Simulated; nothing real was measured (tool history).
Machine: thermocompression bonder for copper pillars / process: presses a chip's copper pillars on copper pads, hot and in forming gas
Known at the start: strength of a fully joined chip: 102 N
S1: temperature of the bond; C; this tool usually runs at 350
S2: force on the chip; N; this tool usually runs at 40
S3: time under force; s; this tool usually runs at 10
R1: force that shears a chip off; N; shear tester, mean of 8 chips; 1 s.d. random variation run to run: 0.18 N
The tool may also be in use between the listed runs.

run 1 hour=0.0 | S1=350 S2=40 S3=10 | R1=47.2
run 2 hour=30.2 | S1=350 S2=40 S3=10 | R1=47.1
run 3 hour=59.0 | S1=350 S2=40 S3=10 | R1=47.0
run 4 hour=105.7 | S1=331 S2=40 S3=10 | R1=39.5
run 5 hour=154.5 | S1=331 S2=40 S3=10 | R1=39.5
run 6 hour=206.0 | S1=350 S2=40 S3=10 | R1=47.6
run 7 hour=239.4 | S1=372 S2=40 S3=10 | R1=56.3
run 8 hour=275.6 | S1=372 S2=54 S3=10 | R1=65.0
run 9 hour=318.8 | S1=372 S2=59 S3=10 | R1=67.1
run 10 hour=366.7 | S1=344 S2=40 S3=10 | R1=44.7
run 11 hour=397.8 | S1=350 S2=40 S3=10 | R1=47.5
run 12 hour=432.0 | S1=350 S2=40 S3=10 | R1=47.4
run 13 hour=459.5 | S1=350 S2=40 S3=10 | R1=47.6
run 14 hour=497.8 | S1=350 S2=40 S3=10 | R1=47.4
run 15 hour=518.6 | S1=350 S2=40 S3=10 | R1=47.2
run 16 hour=567.7 | S1=350 S2=40 S3=10 | R1=47.0
run 17 hour=608.9 | S1=350 S2=40 S3=10 | R1=47.3
-- hour=644.2 forming gas filter changed
run 18 hour=646.0 | S1=350 S2=40 S3=10 | R1=47.2
run 19 hour=681.0 | S1=350 S2=40 S3=10 | R1=47.4
run 20 hour=727.1 | S1=334 S2=40 S3=10 | R1=40.6
run 21 hour=750.5 | S1=359 S2=32 S3=18 | R1=55.6
run 22 hour=778.3 | S1=358 S2=33 S3=15 | R1=52.8
run 23 hour=827.7 | S1=320 S2=38 S3=7 | R1=29.4
run 24 hour=869.9 | S1=320 S2=38 S3=7 | R1=29.6
run 25 hour=912.9 | S1=334 S2=46 S3=21 | R1=57.1
run 26 hour=958.6 | S1=338 S2=40 S3=19 | R1=53.4
run 27 hour=996.5 | S1=338 S2=40 S3=19 | R1=53.5
run 28 hour=1025.2 | S1=350 S2=40 S3=21 | R1=60.7
run 29 hour=1052.1 | S1=348 S2=46 S3=21 | R1=63.5
run 30 hour=1094.9 | S1=339 S2=40 S3=11 | R1=44.1
run 31 hour=1136.6 | S1=335 S2=40 S3=9 | R1=39.4
run 32 hour=1173.1 | S1=357 S2=29 S3=9 | R1=40.4
run 33 hour=1220.6 | S1=373 S2=27 S3=16 | R1=55.2
run 34 hour=1249.8 | S1=334 S2=27 S3=15 | R1=37.7
run 35 hour=1283.6 | S1=350 S2=40 S3=20 | R1=59.3
run 36 hour=1312.6 | S1=332 S2=51 S3=20 | R1=58.1
-- hour=1323.5 forming gas filter changed
run 37 hour=1346.4 | S1=350 S2=28 S3=18 | R1=48.2
run 38 hour=1387.3 | S1=352 S2=40 S3=8 | R1=44.2
-- hour=1403.7 heater calibrated with a thermocouple chip
run 39 hour=1418.0 | S1=375 S2=37 S3=7 | R1=49.3

Consider 4 possible next runs. They are alternatives, not a sequence: every one starts from the tool as it was left by run 39. What does each give?
run A hour=1441.2 | S1=374 S2=46 S3=12 | R1=?
run B hour=1441.2 | S1=356 S2=60 S3=6 | R1=?
run C hour=1441.2 | S1=363 S2=51 S3=7 | R1=?
run D hour=1441.2 | S1=350 S2=40 S3=7 | R1=?

run=A R1=64.4
run=B R1=51.5
run=C R1=52.7
run=D R1=41.0
With the hidden condition removed and each run's random variation left untouched, the same runs would have given:
run=A R1=64.5
run=B R1=51.6
run=C R1=52.8
run=D R1=41.1
